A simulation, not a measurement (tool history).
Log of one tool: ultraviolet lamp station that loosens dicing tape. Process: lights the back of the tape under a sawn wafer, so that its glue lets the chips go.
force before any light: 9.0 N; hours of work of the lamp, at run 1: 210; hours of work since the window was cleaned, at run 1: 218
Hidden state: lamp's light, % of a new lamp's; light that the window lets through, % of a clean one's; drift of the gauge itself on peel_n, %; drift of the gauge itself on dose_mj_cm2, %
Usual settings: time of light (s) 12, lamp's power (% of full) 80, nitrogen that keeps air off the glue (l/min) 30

run    day  time of light (s)  lamp's power (% of full)  nitrogen that keeps air off the glue (l/min)  hours of work of the lamp  hours of work since the window was cleaned  force that peels the tape off (N)  light that reached the tape (J/m2)
  1  0.000                 12                        80                                            30                        210                                         218                              0.287                                5390
  2  0.304                 12                        80                                            30                        215                                         223                              0.270                                5390
  3  0.554                 12                        68                                            30                        219                                         226                              0.403                                4640
  4  0.879                 12                        68                                            30                        223                                         231                              0.419                                4570
  5  1.162                 12                        77                                            30                        227                                         235                              0.307                                5170
  6  1.512                 12                        77                                            30                        233                                         241                              0.296                                5240
  7  1.812                 12                        77                                            30                        237                                         245                              0.305                                5190
  8  2.183                 12                        77                                            30                        242                                         250                              0.303                                5200
  9  2.362                 12                        77                                            30                        245                                         253                              0.298                                5230
 10  2.762                 12                        77                                            30                        251                                         259                              0.312                                5190
 11  3.038                 12                        77                                            30                        255                                         263                              0.307                                5250
 12  3.238                 12                        79                                            30                        258                                         266                              0.285                                5330
 13  3.408                 15                        76                                            31                        260                                         268                              0.211                                6390
 14  3.646                  7                        84                                            15                        264                                         272                              1.184                                3290
 15  4.000                 12                        80                                            46                        269                                         277                              0.246                                5420
 16  4.204                 22                        80                                            30                        272                                         280                              0.146                                9890

Run 17 comes next. What will it give?
 17  4.567                 22                        80                                            30                        277                                         285                                  ?                                   ?

force that peels the tape off (N): 0.144
light that reached the tape (J/m2): 9980
Without the tool's hidden state the same run would have given force that peels the tape off (N) 0.144, light that reached the tape (J/m2) 9990.
